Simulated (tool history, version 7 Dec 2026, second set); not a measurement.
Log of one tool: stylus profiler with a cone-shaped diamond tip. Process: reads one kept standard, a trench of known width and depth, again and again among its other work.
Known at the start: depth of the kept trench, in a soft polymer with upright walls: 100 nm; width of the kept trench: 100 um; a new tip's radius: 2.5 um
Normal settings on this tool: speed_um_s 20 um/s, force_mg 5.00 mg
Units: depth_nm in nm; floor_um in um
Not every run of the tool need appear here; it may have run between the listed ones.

Run 1, hour 0.0: usual settings. Result: depth_nm 101.23 nm, floor_um 98.52 um.
Run 2, hour 49.8: usual settings. Result: depth_nm 101.29 nm, floor_um 98.45 um.
Run 3, hour 84.2: usual settings. Result: depth_nm 101.29 nm, floor_um 98.47 um.
Run 4, hour 116.5: usual settings. Result: depth_nm 101.24 nm, floor_um 98.51 um.
Run 5, hour 169.2: usual settings. Result: depth_nm 101.38 nm, floor_um 98.46 um.
Run 6, hour 222.0: usual settings but speed_um_s 73 um/s. Result: depth_nm 101.17 nm, floor_um 98.17 um.
At hour 226.3: height scale calibrated on a step standard.
Run 7, hour 252.9: usual settings but speed_um_s 73 um/s. Result: depth_nm 101.48 nm, floor_um 98.14 um.
Run 8, hour 295.1: usual settings but speed_um_s 73 um/s. Result: depth_nm 101.36 nm, floor_um 98.13 um.
Run 9, hour 348.4: usual settings but speed_um_s 16 um/s, force_mg 4.03 mg. Result: depth_nm 101.11 nm, floor_um 98.39 um.
Run 10, hour 388.5: usual settings but speed_um_s 10 um/s, force_mg 4.03 mg. Result: depth_nm 101.34 nm, floor_um 98.40 um.
Run 11, hour 425.9: usual settings but force_mg 2.43 mg. Result: depth_nm 100.84 nm, floor_um 98.34 um.
Run 12, hour 462.2: usual settings but speed_um_s 24 um/s, force_mg 12.25 mg. Result: depth_nm 102.63 nm, floor_um 98.38 um.
At hour 468.8: height scale calibrated on a step standard, once more.
Run 13, hour 519.5: usual settings but speed_um_s 24 um/s, force_mg 12.25 mg. Result: depth_nm 102.35 nm, floor_um 98.34 um.
Run 14, hour 554.7: usual settings but speed_um_s 52 um/s, force_mg 12.25 mg. Result: depth_nm 102.16 nm, floor_um 98.25 um.
Run 15, hour 613.6: usual settings but speed_um_s 7 um/s, force_mg 14.64 mg. Result: depth_nm 102.73 nm, floor_um 98.44 um.

Below are 4 alternative next runs, each starting from the tool's condition after run 15. Predict each:
Run A, hour 673.9: usual settings but speed_um_s 7 um/s, force_mg 9.66 mg. Result: depth_nm ?, floor_um ?.
Run B, hour 673.9: usual settings but speed_um_s 11 um/s, force_mg 4.91 mg. Result: depth_nm ?, floor_um ?.
Run C, hour 673.9: usual settings but speed_um_s 24 um/s, force_mg 1.84 mg. Result: depth_nm ?, floor_um ?.
Run D, hour 673.9: usual settings but speed_um_s 50 um/s, force_mg 5.77 mg. Result: depth_nm ?, floor_um ?.

run  depth_nm  floor_um
  A    102.05     98.41
  B    101.30     98.33
  C    100.51     98.21
  D    101.50     98.25
The same runs, with their run-to-run variation unchanged, on a tool lacking any hidden condition would have given:
run  depth_nm  floor_um
  A    102.01     98.59
  B    101.26     98.52
  C    100.47     98.40
  D    101.46     98.44

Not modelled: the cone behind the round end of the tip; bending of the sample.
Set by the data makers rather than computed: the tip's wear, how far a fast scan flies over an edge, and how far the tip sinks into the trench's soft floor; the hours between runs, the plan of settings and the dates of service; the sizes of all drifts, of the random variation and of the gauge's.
